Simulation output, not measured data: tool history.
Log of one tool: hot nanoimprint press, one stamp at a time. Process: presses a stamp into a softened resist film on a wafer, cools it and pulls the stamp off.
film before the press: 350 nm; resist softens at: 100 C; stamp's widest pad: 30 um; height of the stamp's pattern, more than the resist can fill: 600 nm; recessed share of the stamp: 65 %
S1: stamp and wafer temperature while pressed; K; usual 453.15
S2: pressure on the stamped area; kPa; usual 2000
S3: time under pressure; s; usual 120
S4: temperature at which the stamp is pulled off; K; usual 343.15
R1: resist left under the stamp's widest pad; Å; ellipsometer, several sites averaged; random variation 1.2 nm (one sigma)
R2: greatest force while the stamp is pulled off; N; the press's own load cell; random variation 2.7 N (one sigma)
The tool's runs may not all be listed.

Run 1, day 0.000: usual settings. Result: R1 1665 Å, R2 128 N.
Run 2, day 0.950: usual settings. Result: R1 1675 Å, R2 126 N.
Run 3, day 1.883: usual settings but S2 1590 kPa. Result: R1 1812 Å, R2 126 N.
Run 4, day 3.117: usual settings but S4 336.15 K. Result: R1 1687 Å, R2 150 N.
Run 5, day 4.125: usual settings. Result: R1 1670 Å, R2 125 N.
At day 4.983: plate thermocouple calibrated.
Run 6, day 4.983: usual settings. Result: R1 1575 Å, R2 123 N.
Run 7, day 6.004: usual settings. Result: R1 1565 Å, R2 126 N.
Run 8, day 6.633: usual settings. Result: R1 1585 Å, R2 125 N.
Run 9, day 7.562: usual settings but S4 342.15 K. Result: R1 1576 Å, R2 131 N.
At day 7.992: plate thermocouple calibrated, once more.
Run 10, day 8.725: usual settings but S4 342.15 K. Result: R1 1813 Å, R2 150 N.
Run 11, day 9.321: usual settings but S4 342.15 K. Result: R1 1824 Å, R2 153 N.
Run 12, day 10.542: usual settings but S1 455.15 K, S3 136 s, S4 339.15 K. Result: R1 1595 Å, R2 164 N.
Run 13, day 11.212: usual settings but S1 455.15 K, S2 1700 kPa, S3 136 s, S4 339.15 K. Result: R1 1716 Å, R2 171 N.
Run 14, day 12.100: usual settings but S1 455.15 K, S2 1700 kPa, S3 136 s, S4 339.15 K. Result: R1 1727 Å, R2 165 N.
Run 15, day 12.912: usual settings but S2 1230 kPa. Result: R1 2157 Å, R2 152 N.
Run 16, day 14.088: usual settings but S1 444.15 K, S2 1230 kPa, S3 143 s. Result: R1 2609 Å, R2 153 N.
Run 17, day 15.175: usual settings but S1 446.15 K, S2 1620 kPa, S3 78 s, S4 342.15 K. Result: R1 2673 Å, R2 157 N.
Run 18, day 15.912: usual settings but S1 463.15 K, S2 2470 kPa, S3 116 s, S4 342.15 K. Result: R1 1147 Å, R2 161 N.
Run 19, day 16.992: usual settings but S1 445.15 K, S2 1270 kPa, S4 348.15 K. Result: R1 2606 Å, R2 138 N.
Run 20, day 17.658: usual settings but S1 448.15 K, S2 1880 kPa, S3 66 s, S4 341.15 K. Result: R1 2579 Å, R2 161 N.
Run 21, day 18.842: usual settings but S1 448.15 K, S2 1880 kPa, S3 66 s, S4 341.15 K. Result: R1 2547 Å, R2 165 N.
Run 22, day 19.742: usual settings but S1 448.15 K, S2 1370 kPa, S3 74 s, S4 341.15 K. Result: R1 2714 Å, R2 168 N.

Forecast each of these 3 alternatives for the next run:
At day 20.362: stamp cleaned and given a new release coat.
Run A, day 20.750: usual settings but S4 334.15 K. Result: R1 ?, R2 ?.
At day 20.362: stamp cleaned and given a new release coat.
Run B, day 20.750: usual settings but S1 448.15 K, S2 1370 kPa, S3 113 s, S4 341.15 K. Result: R1 ?, R2 ?.
At day 20.362: stamp cleaned and given a new release coat.
Run C, day 20.750: usual settings but S1 445.15 K, S2 2810 kPa, S3 87 s, S4 341.15 K. Result: R1 ?, R2 ?.

run    R1   R2
  A  1790  159
  B  2444  132
  C  2276  134
Without the tool's hidden state the same runs would have given:
run    R1   R2
  A  1811  161
  B  2473  134
  C  2293  136
